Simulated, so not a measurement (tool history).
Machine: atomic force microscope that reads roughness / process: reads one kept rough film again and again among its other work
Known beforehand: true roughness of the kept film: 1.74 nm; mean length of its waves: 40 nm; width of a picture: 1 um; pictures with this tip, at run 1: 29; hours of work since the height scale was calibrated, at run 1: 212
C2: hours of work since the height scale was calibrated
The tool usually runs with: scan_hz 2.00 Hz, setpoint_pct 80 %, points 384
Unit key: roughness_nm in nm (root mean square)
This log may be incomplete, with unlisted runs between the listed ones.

Run 1, hour 0.0: usual settings; pictures with this tip 29; C2 212. Result: roughness_nm 1.383 nm (root mean square).
Run 2, hour 10.4: usual settings; pictures with this tip 49; C2 219. Result: roughness_nm 1.394 nm (root mean square).
Run 3, hour 23.5: usual settings; pictures with this tip 74; C2 226. Result: roughness_nm 1.388 nm (root mean square).
Run 4, hour 33.1: usual settings; pictures with this tip 92; C2 232. Result: roughness_nm 1.383 nm (root mean square).
Run 5, hour 41.6: usual settings; pictures with this tip 108; C2 237. Result: roughness_nm 1.385 nm (root mean square).
Run 6, hour 54.1: usual settings but scan_hz 0.99 Hz; pictures with this tip 132; C2 245. Result: roughness_nm 1.516 nm (root mean square).
Run 7, hour 60.6: usual settings but points 266; pictures with this tip 144; C2 249. Result: roughness_nm 1.382 nm (root mean square).
Run 8, hour 66.5: usual settings but points 918; pictures with this tip 156; C2 252. Result: roughness_nm 1.392 nm (root mean square).
Run 9, hour 79.7: usual settings but points 918; pictures with this tip 181; C2 260. Result: roughness_nm 1.388 nm (root mean square).
Run 10, hour 93.1: usual settings but points 918; pictures with this tip 206; C2 268. Result: roughness_nm 1.393 nm (root mean square).
Run 11, hour 105.9: usual settings but points 325; pictures with this tip 231; C2 276. Result: roughness_nm 1.390 nm (root mean square).
Run 12, hour 118.3: usual settings but points 325; pictures with this tip 254; C2 283. Result: roughness_nm 1.386 nm (root mean square).
Run 13, hour 126.1: usual settings but points 325; pictures with this tip 269; C2 288. Result: roughness_nm 1.382 nm (root mean square).
Run 14, hour 137.3: usual settings but scan_hz 1.80 Hz, points 325; pictures with this tip 290; C2 295. Result: roughness_nm 1.402 nm (root mean square).
Run 15, hour 144.0: usual settings but scan_hz 1.80 Hz, points 325; pictures with this tip 303; C2 299. Result: roughness_nm 1.404 nm (root mean square).
Run 16, hour 156.0: usual settings; pictures with this tip 326; C2 306. Result: roughness_nm 1.388 nm (root mean square).
At hour 158.7: new tip fitted.
Run 17, hour 168.0: usual settings; pictures with this tip 18; C2 313. Result: roughness_nm 1.384 nm (root mean square).
Run 18, hour 176.2: usual settings but points 473; pictures with this tip 33; C2 317. Result: roughness_nm 1.388 nm (root mean square).
Run 19, hour 189.3: usual settings but points 473; pictures with this tip 58; C2 325. Result: roughness_nm 1.386 nm (root mean square).
Run 20, hour 197.1: usual settings but points 892; pictures with this tip 73; C2 330. Result: roughness_nm 1.387 nm (root mean square).
Run 21, hour 202.7: usual settings but scan_hz 3.70 Hz, points 892; pictures with this tip 84; C2 333. Result: roughness_nm 1.212 nm (root mean square).
Run 22, hour 213.5: usual settings but scan_hz 3.70 Hz, points 892; pictures with this tip 104; C2 340. Result: roughness_nm 1.212 nm (root mean square).
Run 23, hour 226.3: usual settings but scan_hz 3.70 Hz, points 892; pictures with this tip 129; C2 347. Result: roughness_nm 1.214 nm (root mean square).
Run 24, hour 236.7: usual settings; pictures with this tip 149; C2 354. Result: roughness_nm 1.392 nm (root mean square).
Run 25, hour 242.7: usual settings; pictures with this tip 160; C2 357. Result: roughness_nm 1.395 nm (root mean square).
Run 26, hour 251.5: usual settings; pictures with this tip 177; C2 363. Result: roughness_nm 1.383 nm (root mean square).
Run 27, hour 261.2: usual settings but scan_hz 2.68 Hz, points 333; pictures with this tip 195; C2 368. Result: roughness_nm 1.302 nm (root mean square).
Run 28, hour 267.4: usual settings but scan_hz 0.56 Hz, points 524; pictures with this tip 207; C2 372. Result: roughness_nm 1.599 nm (root mean square).
Run 29, hour 277.1: usual settings but scan_hz 0.56 Hz, points 590; pictures with this tip 225; C2 378. Result: roughness_nm 1.595 nm (root mean square).
Run 30, hour 285.7: usual settings but scan_hz 0.56 Hz, points 590; pictures with this tip 242; C2 383. Result: roughness_nm 1.587 nm (root mean square).
Run 31, hour 295.2: usual settings but scan_hz 0.56 Hz, points 590; pictures with this tip 260; C2 389. Result: roughness_nm 1.591 nm (root mean square).
Run 32, hour 304.4: usual settings but scan_hz 0.56 Hz, points 590; pictures with this tip 277; C2 394. Result: roughness_nm 1.582 nm (root mean square).
Run 33, hour 316.7: usual settings but scan_hz 0.53 Hz, setpoint_pct 71 %, points 274; pictures with this tip 301; C2 401. Result: roughness_nm 1.620 nm (root mean square).
Run 34, hour 325.8: usual settings but scan_hz 0.53 Hz, setpoint_pct 71 %, points 274; pictures with this tip 318; C2 407. Result: roughness_nm 1.615 nm (root mean square).
At hour 332.9: new tip fitted.
Run 35, hour 336.7: usual settings but scan_hz 0.53 Hz, setpoint_pct 71 %, points 274; pictures with this tip 7; C2 413. Result: roughness_nm 1.611 nm (root mean square).
Run 36, hour 345.8: usual settings but scan_hz 0.53 Hz, setpoint_pct 83 %, points 542; pictures with this tip 24; C2 419. Result: roughness_nm 1.577 nm (root mean square).
Run 37, hour 354.4: usual settings but scan_hz 3.66 Hz, points 719; pictures with this tip 41; C2 424. Result: roughness_nm 1.215 nm (root mean square).
Run 38, hour 359.9: usual settings but scan_hz 3.66 Hz, points 719; pictures with this tip 51; C2 427. Result: roughness_nm 1.212 nm (root mean square).
Run 39, hour 369.7: usual settings but scan_hz 0.54 Hz, setpoint_pct 81 %, points 277; pictures with this tip 70; C2 433. Result: roughness_nm 1.575 nm (root mean square).
Run 40, hour 380.4: usual settings but setpoint_pct 84 %; pictures with this tip 90; C2 439. Result: roughness_nm 1.339 nm (root mean square).
Run 41, hour 388.2: usual settings but scan_hz 0.76 Hz, setpoint_pct 64 %; pictures with this tip 105; C2 444. Result: roughness_nm 1.625 nm (root mean square).
Run 42, hour 401.2: usual settings but setpoint_pct 56 %, points 322; pictures with this tip 130; C2 452. Result: roughness_nm 1.591 nm (root mean square).
Run 43, hour 408.8: usual settings but setpoint_pct 56 %, points 322; pictures with this tip 144; C2 456. Result: roughness_nm 1.595 nm (root mean square).
Run 44, hour 418.5: usual settings but setpoint_pct 74 %, points 277; pictures with this tip 163; C2 462. Result: roughness_nm 1.447 nm (root mean square).
Run 45, hour 430.0: usual settings but scan_hz 0.84 Hz, setpoint_pct 56 %, points 439; pictures with this tip 185; C2 469. Result: roughness_nm 1.653 nm (root mean square).
Run 46, hour 437.7: usual settings but scan_hz 3.97 Hz, setpoint_pct 55 %, points 311; pictures with this tip 199; C2 474. Result: roughness_nm 1.532 nm (root mean square).
Run 47, hour 448.9: usual settings but scan_hz 3.97 Hz, setpoint_pct 55 %, points 311; pictures with this tip 220; C2 480. Result: roughness_nm 1.535 nm (root mean square).
Run 48, hour 461.9: usual settings but scan_hz 1.72 Hz, points 473; pictures with this tip 245; C2 488. Result: roughness_nm 1.424 nm (root mean square).
Run 49, hour 468.8: usual settings but scan_hz 1.72 Hz, points 473; pictures with this tip 259; C2 492. Result: roughness_nm 1.423 nm (root mean square).
Run 50, hour 479.2: usual settings but scan_hz 1.72 Hz, points 473; pictures with this tip 278; C2 498. Result: roughness_nm 1.423 nm (root mean square).
Run 51, hour 490.0: usual settings but scan_hz 0.51 Hz, setpoint_pct 85 %, points 399; pictures with this tip 299; C2 505. Result: roughness_nm 1.560 nm (root mean square).

5 ways to go on from here, each from the tool as it stands after run 51. What would each give?
Run A, hour 500.1: usual settings but scan_hz 3.59 Hz, setpoint_pct 88 %, points 399; pictures with this tip 318; C2 511. Result: roughness_nm ?.
Run B, hour 500.1: usual settings but scan_hz 0.51 Hz, setpoint_pct 74 %, points 399; pictures with this tip 318; C2 511. Result: roughness_nm ?.
Run C, hour 500.1: usual settings but scan_hz 0.72 Hz, setpoint_pct 56 %, points 613; pictures with this tip 318; C2 511. Result: roughness_nm ?.
Run D, hour 500.1: usual settings but scan_hz 0.88 Hz, setpoint_pct 69 %, points 345; pictures with this tip 318; C2 511. Result: roughness_nm ?.
Run E, hour 500.1: usual settings but scan_hz 0.51 Hz, setpoint_pct 85 %, points 773; pictures with this tip 318; C2 511. Result: roughness_nm ?.

run  roughness_nm
  A         1.077
  B         1.616
  C         1.654
  D         1.599
  E         1.577
With no hidden state in the tool, these same runs would have given:
run  roughness_nm
  A         1.079
  B         1.618
  C         1.656
  D         1.601
  E         1.579

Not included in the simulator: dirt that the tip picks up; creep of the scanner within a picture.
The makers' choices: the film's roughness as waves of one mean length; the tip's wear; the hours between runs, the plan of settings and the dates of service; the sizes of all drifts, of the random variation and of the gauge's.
